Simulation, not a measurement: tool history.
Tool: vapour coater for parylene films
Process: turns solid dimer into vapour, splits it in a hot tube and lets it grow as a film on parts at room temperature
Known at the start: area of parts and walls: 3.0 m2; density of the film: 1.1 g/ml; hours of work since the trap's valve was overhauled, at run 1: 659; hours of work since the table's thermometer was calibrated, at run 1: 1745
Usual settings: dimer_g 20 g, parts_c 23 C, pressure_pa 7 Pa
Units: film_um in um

run	hour	dimer_g	parts_c	pressure_pa	hours of work since the trap's valve was overhauled	hours of work since the table's thermometer was calibrated	film_um
1	0	20	23	7	659	1745	3.56
2	69.9	20	23	7	699	1786	3.54
# hour 78.3: trap's valve overhauled
3	147.8	20	23	2.62	40	1828	3.73
4	216.3	20	29	7	79	1867	2.62
5	265.8	20	23	7	108	1896	3.28
6	320.6	20	23	7	139	1927	3.29
7	403.3	20	23	7	187	1975	3.25
# hour 459.8: trap's valve overhauled, once more
8	468.9	24	23	7	5	2010	4.74
9	513.7	24	23	7	31	2036	4.67
10	551.8	20	23	5.14	53	2058	4.04
11	608.7	20	23	5.14	85	2090	4.06
12	662.3	20	26	5.14	116	2121	3.49
13	697	20	26	5.14	136	2141	3.52
14	767.7	34	21	5.36	177	2182	7.14
15	849.2	34	21	5.36	223	2228	7.12
16	908.6	13	20	5.15	258	2262	2.93
17	961	13	20	5.15	288	2292	2.86
18	1000.4	20	23	7	310	2315	3.74
19	1060.8	13	22	7	345	2350	2.48
20	1143.9	13	22	7	393	2397	2.47
21	1201.8	9	34	3.4	426	2431	1.16

Hidden state at the last listed run before each entry between runs and at the first one after, where it differs:
Between runs 2 and 3: trap's valve overhauled (hour 78.3)
  vapour lost through the trap's worn valve, %: 11.3 -> 15.4; true temperature of the parts over the reading, C: 0.84 -> 0.86
  measured less the result without the state, film_um: -0.6 -> -0.85 um
Between runs 7 and 8: trap's valve overhauled, once more (hour 459.8)
  vapour lost through the trap's worn valve, %: 17.6 -> 0.6; true temperature of the parts over the reading, C: 0.94 -> 0.95
  measured less the result without the state, film_um: -0.86 -> -0.22 um
